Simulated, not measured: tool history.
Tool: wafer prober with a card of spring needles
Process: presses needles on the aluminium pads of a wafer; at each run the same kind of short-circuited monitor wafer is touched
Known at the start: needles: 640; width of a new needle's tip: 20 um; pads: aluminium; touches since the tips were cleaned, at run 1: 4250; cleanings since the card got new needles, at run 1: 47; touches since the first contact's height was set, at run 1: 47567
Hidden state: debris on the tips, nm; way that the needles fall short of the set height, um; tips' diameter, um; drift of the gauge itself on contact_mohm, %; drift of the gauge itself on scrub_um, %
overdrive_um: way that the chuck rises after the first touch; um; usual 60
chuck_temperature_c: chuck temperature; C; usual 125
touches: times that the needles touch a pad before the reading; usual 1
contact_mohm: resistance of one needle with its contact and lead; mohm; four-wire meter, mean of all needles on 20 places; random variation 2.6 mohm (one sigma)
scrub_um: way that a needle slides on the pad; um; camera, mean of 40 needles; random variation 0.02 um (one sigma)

run     day  overdrive_um  chuck_temperature_c  touches  touches since the tips were cleaned  cleanings since the card got new needles  touches since the first contact's height was set  contact_mohm  scrub_um
  1   0.000            60                  125        1                                 4250                                        47                                             47567           420     11.35
      0.429  -- tips cleaned on abrasive film
  2   0.912            75                  125        1                                 3866                                        48                                             54812           377     14.19
      1.412  -- tips cleaned on abrasive film
  3   1.825            75                  125        1                                 3282                                        49                                             62029           381     14.11
      2.408  -- tips cleaned on abrasive film
  4   3.196            75                  102        1                                 6287                                        50                                             72937           388     14.09
      3.321  -- tips cleaned on abrasive film
  5   4.096            60                   80        1                                 6165                                        51                                             80059           451     11.25
      4.350  -- tips cleaned on abrasive film
  6   4.854            78                   80        1                                 4030                                        52                                             86088           371     14.62
      5.283  -- tips cleaned on abrasive film
  7   5.454            60                  125        1                                 1369                                        53                                             90820           370     11.17
      6.242  -- tips cleaned on abrasive film
  8   6.446            60                  125        1                                 1630                                        54                                             98687           378     11.14
      7.175  -- tips cleaned on abrasive film
  9   7.479            60                  125        1                                 2428                                        55                                            106889           408     11.13
      8.179  -- tips cleaned on abrasive film
 10   8.496            60                  125        1                                 2535                                        56                                            114951           418     11.11
      8.871  -- height of the first contact set anew
      9.138  -- tips cleaned on abrasive film
 11   9.262            60                  125        1                                  977                                        57                                              3063           353     11.41
 12   9.962            61                  125        1                                 6559                                        57                                              8645           444     11.60
     10.050  -- tips cleaned on abrasive film
     10.979  -- tips cleaned on abrasive film
 13  11.129            61                  125        1                                 1178                                        59                                             17868           361     11.58
 14  11.804            60                  125        1                                 6556                                        59                                             23246           449     11.37
     11.958  -- tips cleaned on abrasive film
 15  12.400            65                  111        2                                 3530                                        60                                             27982           352     12.36

Forecast run 16:
     12.912  -- tips cleaned on abrasive film
 16  13.483            65                  111        2                                 4560                                        61                                             36570             ?         ?

contact_mohm: 367 mohm
scrub_um: 12.32 um
Without the tool's hidden state the same run would have given contact_mohm 292 mohm, scrub_um 12.42 um.
